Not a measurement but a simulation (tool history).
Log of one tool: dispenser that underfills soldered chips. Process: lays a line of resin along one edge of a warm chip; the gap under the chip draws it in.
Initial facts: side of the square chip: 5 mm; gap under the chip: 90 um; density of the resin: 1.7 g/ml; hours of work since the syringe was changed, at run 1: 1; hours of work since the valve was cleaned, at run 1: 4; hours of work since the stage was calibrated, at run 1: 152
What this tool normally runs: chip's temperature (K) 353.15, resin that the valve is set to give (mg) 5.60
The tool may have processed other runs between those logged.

run,hour,chip's temperature (K),resin that the valve is set to give (mg),hours of work since the syringe was changed,hours of work since the valve was cleaned,hours of work since the stage was calibrated,time until the resin shows at the far edge (s),resin that the valve gave (mg)
1,0.0,353.15,5.60,1,4,152,16.5,5.59
2,6.3,353.15,5.60,5,8,156,19.3,5.57
3,10.7,353.15,4.91,8,11,159,22.8,4.90
# hour 15.1: new syringe of resin
4,15.5,353.15,4.91,0,14,162,17.1,4.90
5,22.1,353.15,4.91,5,18,166,20.0,4.89
6,28.1,359.15,4.91,9,22,170,20.0,4.86
# hour 32.2: new syringe of resin
7,32.4,348.15,5.60,0,25,173,18.9,5.49
8,36.4,348.15,5.60,3,27,175,21.4,5.53
9,42.6,348.15,5.60,7,32,179,24.7,5.48
# hour 49.3: new syringe of resin
10,50.5,348.15,5.60,1,37,185,19.5,5.49
11,53.9,348.15,5.60,3,39,187,21.1,5.51
12,58.6,348.15,5.60,6,42,190,24.5,5.48
13,62.4,348.15,5.60,9,45,192,27.8,5.49
# hour 66.0: dispensing valve cleaned and set on the balance
# hour 66.9: new syringe of resin
14,69.3,348.15,5.60,2,2,196,19.9,5.60
15,76.7,353.15,5.60,6,7,201,20.7,5.62
16,83.2,353.15,5.60,11,11,205,25.3,5.54
# hour 83.8: new syringe of resin
17,87.5,345.15,5.60,2,14,208,23.3,5.54
18,95.1,345.15,5.60,8,19,213,28.0,5.55
# hour 100.6: new syringe of resin
19,100.6,352.15,4.85,0,22,216,18.0,4.83
20,106.4,355.15,5.44,4,26,220,17.7,5.38
21,113.3,355.15,5.44,8,31,225,21.3,5.32
# hour 117.4: new syringe of resin
22,118.9,354.15,6.89,1,34,228,15.4,6.75
23,123.8,364.15,5.70,4,38,232,13.5,5.58
24,128.6,349.15,5.98,7,41,235,24.1,5.87
25,131.9,352.15,6.42,10,43,237,23.9,6.29
# hour 134.3: new syringe of resin
# hour 138.2: dispensing valve cleaned and set on the balance
26,140.1,352.15,6.42,3,1,242,18.6,6.41
27,147.5,353.15,4.83,8,6,247,22.8,4.77
# hour 152.1: new syringe of resin
28,154.0,365.15,5.14,1,10,251,12.2,5.06
29,160.7,358.15,6.48,6,15,255,17.1,6.48
30,167.5,358.15,6.48,10,19,260,19.8,6.42
# hour 168.9: new syringe of resin
31,173.6,358.15,6.48,3,23,263,15.3,6.40
32,177.1,366.15,7.08,5,25,266,12.6,7.01
33,184.5,353.15,4.97,10,30,271,24.5,4.90
# hour 185.8: new syringe of resin
34,188.6,363.15,5.88,2,33,273,12.4,5.77
35,194.0,350.15,5.45,5,36,277,21.3,5.32

5 ways to go on from here, each from the tool as it stands after run 35. What would each give?
A,198.1,352.15,5.76,8,39,279,?,?
B,198.1,340.15,5.32,8,39,279,?,?
C,198.1,350.15,6.07,8,39,279,?,?
D,198.1,365.15,5.60,8,39,279,?,?
E,198.1,350.15,7.04,8,39,279,?,?

run,time until the resin shows at the far edge (s),resin that the valve gave (mg)
A,23.1,5.67
B,33.2,5.16
C,23.3,5.94
D,15.2,5.47
E,23.0,6.88
Without the tool's hidden state the same runs would have given:
run,time until the resin shows at the far edge (s),resin that the valve gave (mg)
A,17.9,5.79
B,25.7,5.27
C,18.0,6.07
D,11.6,5.59
E,17.7,7.03
